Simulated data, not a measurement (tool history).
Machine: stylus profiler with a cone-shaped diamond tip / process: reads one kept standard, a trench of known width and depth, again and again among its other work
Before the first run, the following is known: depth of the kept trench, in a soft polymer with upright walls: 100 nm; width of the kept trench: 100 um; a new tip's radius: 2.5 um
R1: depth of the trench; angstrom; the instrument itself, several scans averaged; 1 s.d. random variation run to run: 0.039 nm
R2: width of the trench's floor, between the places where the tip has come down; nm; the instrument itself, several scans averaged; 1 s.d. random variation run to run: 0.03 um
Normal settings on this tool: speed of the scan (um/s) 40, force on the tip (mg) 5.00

Run 1, hour 0.0: usual settings. Result: R1 1024.6 angstrom, R2 98420 nm.
Run 2, hour 12.6: usual settings. Result: R1 1024.7 angstrom, R2 98380 nm.
Run 3, hour 37.3: usual settings but force on the tip (mg) 5.68. Result: R1 1026.2 angstrom, R2 98340 nm.
Run 4, hour 55.5: usual settings but force on the tip (mg) 5.68. Result: R1 1026.7 angstrom, R2 98430 nm.
Run 5, hour 77.8: usual settings. Result: R1 1024.4 angstrom, R2 98470 nm.
Run 6, hour 94.9: usual settings. Result: R1 1024.4 angstrom, R2 98360 nm.
Run 7, hour 110.9: usual settings. Result: R1 1025.0 angstrom, R2 98400 nm.
At hour 113.8: height scale calibrated on a step standard.
Run 8, hour 124.8: usual settings. Result: R1 1026.4 angstrom, R2 98400 nm.
Run 9, hour 137.9: usual settings but speed of the scan (um/s) 26, force on the tip (mg) 9.42. Result: R1 1037.9 angstrom, R2 98400 nm.
Run 10, hour 164.6: usual settings but speed of the scan (um/s) 26, force on the tip (mg) 7.33. Result: R1 1032.4 angstrom, R2 98410 nm.
Run 11, hour 184.2: usual settings but speed of the scan (um/s) 11, force on the tip (mg) 4.19. Result: R1 1024.5 angstrom, R2 98460 nm.
Run 12, hour 197.1: usual settings but speed of the scan (um/s) 109, force on the tip (mg) 7.19. Result: R1 1032.2 angstrom, R2 98260 nm.
Run 13, hour 220.7: usual settings but speed of the scan (um/s) 71, force on the tip (mg) 4.60. Result: R1 1025.5 angstrom, R2 98330 nm.
Run 14, hour 240.2: usual settings but speed of the scan (um/s) 71, force on the tip (mg) 4.60. Result: R1 1025.3 angstrom, R2 98250 nm.
Run 15, hour 260.1: usual settings but speed of the scan (um/s) 89, force on the tip (mg) 10.70. Result: R1 1041.4 angstrom, R2 98330 nm.

Forecast each of these 3 alternatives for the next run:
At hour 272.5: height scale calibrated on a step standard, once more.
Run A, hour 282.0: usual settings but speed of the scan (um/s) 38. Result: R1 ?, R2 ?.
At hour 272.5: height scale calibrated on a step standard, once more.
Run B, hour 282.0: usual settings but speed of the scan (um/s) 34, force on the tip (mg) 6.14. Result: R1 ?, R2 ?.
At hour 272.5: height scale calibrated on a step standard, once more.
Run C, hour 282.0: usual settings but speed of the scan (um/s) 27, force on the tip (mg) 3.22. Result: R1 ?, R2 ?.

run      R1     R2
  A  1021.6  98380
  B  1025.3  98400
  C  1017.0  98330
Stripped of hidden state, with their random variation kept, the same runs would have yielded:
run      R1     R2
  A  1021.4  98510
  B  1025.1  98540
  C  1016.8  98470

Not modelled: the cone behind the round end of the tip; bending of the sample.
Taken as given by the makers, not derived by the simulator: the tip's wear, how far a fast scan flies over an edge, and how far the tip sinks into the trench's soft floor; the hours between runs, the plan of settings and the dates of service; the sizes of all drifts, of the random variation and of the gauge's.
